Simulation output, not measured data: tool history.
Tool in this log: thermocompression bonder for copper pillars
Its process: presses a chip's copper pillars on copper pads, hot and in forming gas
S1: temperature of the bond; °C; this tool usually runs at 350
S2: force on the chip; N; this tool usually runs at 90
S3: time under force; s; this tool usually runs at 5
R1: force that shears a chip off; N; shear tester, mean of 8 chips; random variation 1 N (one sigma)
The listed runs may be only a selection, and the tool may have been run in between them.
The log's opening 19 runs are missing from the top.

run,hour,S1,S2,S3,R1
20,1084.5,350,56,5,50.8
# hour 1151.8: forming gas filter changed
21,1156.6,350,110,15,134.4
22,1193.3,350,90,4,80
23,1254.7,350,90,4,78.4
24,1289.6,352,70,9,81.2
25,1344.1,338,70,4,51.8
26,1401.6,337,76,5,59.3
# hour 1423.3: forming gas filter changed
27,1445.3,337,76,5,63.9
28,1500,337,76,5,62.6
29,1545.6,350,64,5,58
# hour 1591.8: heater calibrated with a thermocouple chip
30,1616.1,348,61,4,53.8
31,1668.5,355,62,5,62.2
# hour 1697.8: forming gas filter changed
32,1737.4,355,62,5,67
33,1774.8,355,62,5,64.1
34,1853.9,355,62,5,62
35,1900.6,355,62,5,62.3
36,1966.5,355,62,5,60.6
# hour 1973.3: forming gas filter changed
37,2005.6,355,62,5,64.5
38,2055.1,355,62,5,62.1
39,2111,355,62,5,62.9

Below are 4 alternative next runs, each starting from the tool's condition after run 39. Predict each:
A,2157.6,376,100,9,?
B,2157.6,331,90,5,?
C,2157.6,355,60,5,?
D,2157.6,348,74,4,?

run,R1
A,124.1
B,69.2
C,58.4
D,62.7
Had the tool no hidden state, the same runs would have come out as:
run,R1
A,133.3
B,75.1
C,63.1
D,67.9
